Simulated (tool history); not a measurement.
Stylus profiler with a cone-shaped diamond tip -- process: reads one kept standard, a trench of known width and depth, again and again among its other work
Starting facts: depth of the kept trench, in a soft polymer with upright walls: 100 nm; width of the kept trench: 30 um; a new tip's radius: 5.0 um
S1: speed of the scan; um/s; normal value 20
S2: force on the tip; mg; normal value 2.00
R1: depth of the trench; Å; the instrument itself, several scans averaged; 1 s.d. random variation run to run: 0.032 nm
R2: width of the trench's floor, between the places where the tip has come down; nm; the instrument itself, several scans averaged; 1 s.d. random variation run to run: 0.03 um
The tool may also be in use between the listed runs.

run 1 day=0.000 | S1=20 S2=2.00 | R1=1009.6 R2=27890
run 2 day=0.646 | S1=20 S2=2.00 | R1=1009.8 R2=27850
run 3 day=1.271 | S1=5 S2=2.00 | R1=1009.4 R2=27970
run 4 day=1.933 | S1=5 S2=2.00 | R1=1009.3 R2=28010
run 5 day=2.525 | S1=5 S2=2.00 | R1=1009.2 R2=28040
run 6 day=3.117 | S1=20 S2=0.69 | R1=1004.5 R2=27870
run 7 day=3.475 | S1=20 S2=0.69 | R1=1004.5 R2=27840
run 8 day=4.171 | S1=20 S2=0.69 | R1=1004.3 R2=27880
run 9 day=4.642 | S1=20 S2=0.69 | R1=1004.7 R2=27890
run 10 day=5.371 | S1=23 S2=1.74 | R1=1008.6 R2=27890
run 11 day=6.012 | S1=20 S2=0.91 | R1=1005.1 R2=27840

For run 12, what comes out?
run 12 day=6.379 | S1=32 S2=0.69 | R1=? R2=?

R1: 1004.8 Å
R2: 27770 nm
Were there no unlogged condition in the tool, this run, its random variation unchanged, would have produced R1 1004.8 Å, R2 27770 nm.

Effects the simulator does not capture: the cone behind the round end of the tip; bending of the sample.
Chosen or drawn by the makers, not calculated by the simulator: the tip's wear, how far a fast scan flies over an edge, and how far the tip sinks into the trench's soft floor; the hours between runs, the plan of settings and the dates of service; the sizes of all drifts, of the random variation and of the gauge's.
